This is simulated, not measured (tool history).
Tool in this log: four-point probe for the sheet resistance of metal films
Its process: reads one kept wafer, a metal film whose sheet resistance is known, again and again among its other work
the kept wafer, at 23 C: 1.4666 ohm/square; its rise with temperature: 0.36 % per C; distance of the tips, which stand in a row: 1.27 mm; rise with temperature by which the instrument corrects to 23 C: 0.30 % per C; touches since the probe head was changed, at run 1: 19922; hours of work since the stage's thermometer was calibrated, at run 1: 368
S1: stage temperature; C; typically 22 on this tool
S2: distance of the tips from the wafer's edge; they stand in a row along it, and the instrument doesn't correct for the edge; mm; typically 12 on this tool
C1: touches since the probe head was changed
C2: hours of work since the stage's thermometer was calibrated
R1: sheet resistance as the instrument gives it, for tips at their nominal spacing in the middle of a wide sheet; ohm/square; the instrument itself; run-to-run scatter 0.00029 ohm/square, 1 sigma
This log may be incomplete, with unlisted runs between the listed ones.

{"run": 1, "day": 0.0, "S1": 22, "S2": 12, "C1": 19922, "C2": 368, "R1": 1.474982}
{"run": 2, "day": 4.212, "S1": 19, "S2": 12, "C1": 24145, "C2": 426, "R1": 1.472391}
{"run": 3, "day": 7.762, "S1": 19, "S2": 12, "C1": 27707, "C2": 474, "R1": 1.472259}
{"run": 4, "day": 10.183, "S1": 19, "S2": 12, "C1": 30135, "C2": 507, "R1": 1.472475}
{"run": 5, "day": 12.446, "S1": 19, "S2": 12, "C1": 32400, "C2": 538, "R1": 1.472263}
{"run": 6, "day": 15.112, "S1": 22, "S2": 12, "C1": 35076, "C2": 575, "R1": 1.474487}
{"run": 7, "day": 18.262, "S1": 19, "S2": 12, "C1": 38234, "C2": 618, "R1": 1.472429}
{"run": 8, "day": 23.192, "S1": 19, "S2": 12, "C1": 43174, "C2": 685, "R1": 1.472333}
{"run": 9, "day": 25.875, "S1": 33, "S2": 12, "C1": 45865, "C2": 721, "R1": 1.483439}
{"run": 10, "day": 28.871, "S1": 22, "S2": 43, "C1": 48869, "C2": 762, "R1": 1.466508}
{"run": 11, "day": 31.625, "S1": 22, "S2": 43, "C1": 51632, "C2": 800, "R1": 1.466109}
{"run": 12, "day": 33.717, "S1": 22, "S2": 15, "C1": 53730, "C2": 829, "R1": 1.471218}
{"run": 13, "day": 37.212, "S1": 22, "S2": 12, "C1": 57233, "C2": 876, "R1": 1.474252}
{"run": 14, "day": 41.3, "S1": 22, "S2": 41, "C1": 61333, "C2": 932, "R1": 1.466512}
{"run": 15, "day": 44.358, "S1": 22, "S2": 41, "C1": 64400, "C2": 974, "R1": 1.466575}
{"run": 16, "day": 46.667, "S1": 22, "S2": 5, "C1": 66715, "C2": 1005, "R1": 1.515085}
{"run": 17, "day": 49.358, "S1": 22, "S2": 5, "C1": 69414, "C2": 1042, "R1": 1.515278}
{"run": 18, "day": 54.192, "S1": 22, "S2": 12, "C1": 74257, "C2": 1108, "R1": 1.474362}
{"run": 19, "day": 56.467, "S1": 22, "S2": 15, "C1": 76539, "C2": 1139, "R1": 1.471318}
{"run": 20, "day": 61.258, "S1": 22, "S2": 15, "C1": 81344, "C2": 1205, "R1": 1.471108}
{"run": 21, "day": 64.504, "S1": 22, "S2": 15, "C1": 84597, "C2": 1249, "R1": 1.471417}
{"day": 68.288, "done": "stage's thermometer calibrated"}
{"run": 22, "day": 69.467, "S1": 22, "S2": 15, "C1": 89555, "C2": 16, "R1": 1.471241}
{"run": 23, "day": 72.017, "S1": 22, "S2": 12, "C1": 92108, "C2": 51, "R1": 1.474292}
{"run": 24, "day": 74.596, "S1": 22, "S2": 25, "C1": 94695, "C2": 86, "R1": 1.467538}
{"run": 25, "day": 78.096, "S1": 21, "S2": 66, "C1": 98206, "C2": 134, "R1": 1.464858}
{"run": 26, "day": 82.646, "S1": 30, "S2": 31, "C1": 102769, "C2": 196, "R1": 1.473369}
{"run": 27, "day": 86.967, "S1": 30, "S2": 31, "C1": 107100, "C2": 255, "R1": 1.473375}
{"day": 87.896, "done": "new probe head fitted"}
{"run": 28, "day": 89.708, "S1": 20, "S2": 57, "C1": 1817, "C2": 292, "R1": 1.465408}
{"run": 29, "day": 94.538, "S1": 27, "S2": 27, "C1": 6658, "C2": 358, "R1": 1.471136}
{"run": 30, "day": 97.554, "S1": 26, "S2": 74, "C1": 9685, "C2": 399, "R1": 1.469613}
{"run": 31, "day": 101.979, "S1": 22, "S2": 6, "C1": 14122, "C2": 459, "R1": 1.500577}
{"run": 32, "day": 104.771, "S1": 22, "S2": 6, "C1": 16917, "C2": 497, "R1": 1.500331}
{"run": 33, "day": 107.225, "S1": 22, "S2": 6, "C1": 19379, "C2": 531, "R1": 1.500146}
{"run": 34, "day": 111.546, "S1": 22, "S2": 45, "C1": 23710, "C2": 590, "R1": 1.466827}
{"run": 35, "day": 115.517, "S1": 28, "S2": 46, "C1": 27695, "C2": 644, "R1": 1.471122}
{"run": 36, "day": 118.933, "S1": 22, "S2": 30, "C1": 31121, "C2": 691, "R1": 1.467106}
{"run": 37, "day": 121.233, "S1": 22, "S2": 30, "C1": 33427, "C2": 722, "R1": 1.467412}

Run 38 is up next; what results do you expect?
{"run": 38, "day": 126.108, "S1": 22, "S2": 30, "C1": 38314, "C2": 789, "R1": "?"}

Logged for run 38: R1 1.467517 ohm/square.
On a tool with no hidden condition, and with the same random variation, this run would have come out at R1 1.467593 ohm/square.
